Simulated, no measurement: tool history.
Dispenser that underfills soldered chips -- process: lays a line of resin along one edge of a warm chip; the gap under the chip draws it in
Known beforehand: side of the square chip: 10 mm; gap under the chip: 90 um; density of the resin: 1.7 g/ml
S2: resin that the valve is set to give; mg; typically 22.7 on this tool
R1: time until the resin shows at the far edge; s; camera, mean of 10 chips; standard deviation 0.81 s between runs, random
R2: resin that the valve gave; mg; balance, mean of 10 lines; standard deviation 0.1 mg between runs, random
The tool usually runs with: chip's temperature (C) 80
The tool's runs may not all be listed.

Run 1, day 0: usual settings. Result: R1 94.4 s, R2 21.97 mg.
At day 0.217: new syringe of resin.
Run 2, day 0.217: usual settings. Result: R1 77 s, R2 21.81 mg.
Run 3, day 0.408: usual settings. Result: R1 104.3 s, R2 21.97 mg.
At day 0.575: new syringe of resin.
Run 4, day 0.646: usual settings. Result: R1 86.5 s, R2 21.89 mg.
At day 0.929: new syringe of resin.
Run 5, day 0.971: usual settings but S2 21.2 mg. Result: R1 85 s, R2 20.46 mg.
At day 1.279: new syringe of resin.
Run 6, day 1.288: usual settings but chip's temperature (C) 88. Result: R1 55.6 s, R2 21.81 mg.
Run 7, day 1.508: usual settings. Result: R1 113.3 s, R2 21.73 mg.
At day 1.625: new syringe of resin.
Run 8, day 1.742: usual settings. Result: R1 91.3 s, R2 21.73 mg.
Run 9, day 1.904: usual settings. Result: R1 114.7 s, R2 21.77 mg.
At day 1.975: new syringe of resin.
Run 10, day 2.138: usual settings but S2 20.3 mg. Result: R1 101.3 s, R2 19.25 mg.
At day 2.317: new syringe of resin.
Run 11, day 2.454: usual settings but chip's temperature (C) 82, S2 20.3 mg. Result: R1 91.8 s, R2 19.33 mg.
At day 2.667: new syringe of resin.
Run 12, day 2.717: usual settings but chip's temperature (C) 76, S2 23 mg. Result: R1 98.6 s, R2 21.8 mg.
At day 3.017: new syringe of resin.
Run 13, day 3.058: usual settings but chip's temperature (C) 79, S2 19.9 mg. Result: R1 90.3 s, R2 18.92 mg.
At day 3.371: new syringe of resin.
Run 14, day 3.396: usual settings but chip's temperature (C) 79, S2 19.9 mg. Result: R1 86.3 s, R2 18.83 mg.
Run 15, day 3.562: usual settings but chip's temperature (C) 65, S2 21.5 mg. Result: R1 209.8 s, R2 20.31 mg.
At day 3.629: dispensing valve cleaned and set on the balance.
At day 3.762: new syringe of resin.
Run 16, day 3.804: usual settings but chip's temperature (C) 68, S2 28.8 mg. Result: R1 136 s, R2 28.99 mg.
At day 4.108: new syringe of resin.
Run 17, day 4.129: usual settings but chip's temperature (C) 68, S2 28.8 mg. Result: R1 134.1 s, R2 28.72 mg.
Run 18, day 4.383: usual settings but chip's temperature (C) 92, S2 21.4 mg. Result: R1 72.3 s, R2 21.17 mg.

Here are 4 independent what-if runs from the current tool condition. What would each one return?
At day 4.454: new syringe of resin.
Run A, day 4.667: usual settings but chip's temperature (C) 83, S2 19.4 mg. Result: R1 ?, R2 ?.
At day 4.454: new syringe of resin.
Run B, day 4.667: usual settings but chip's temperature (C) 93, S2 25 mg. Result: R1 ?, R2 ?.
At day 4.454: new syringe of resin.
Run C, day 4.667: usual settings but chip's temperature (C) 92, S2 21.7 mg. Result: R1 ?, R2 ?.
At day 4.454: new syringe of resin.
Run D, day 4.667: usual settings but chip's temperature (C) 91, S2 27.5 mg. Result: R1 ?, R2 ?.

run    R1     R2
  A  99.3   19.2
  B  61.1  25.06
  C  66.8  21.67
  D  66.9  27.48
The same runs, with their run-to-run variation unchanged, on a tool lacking any hidden condition would have given:
run    R1     R2
  A    69  19.32
  B  42.3  25.22
  C  46.4  21.81
  D  46.5  27.65
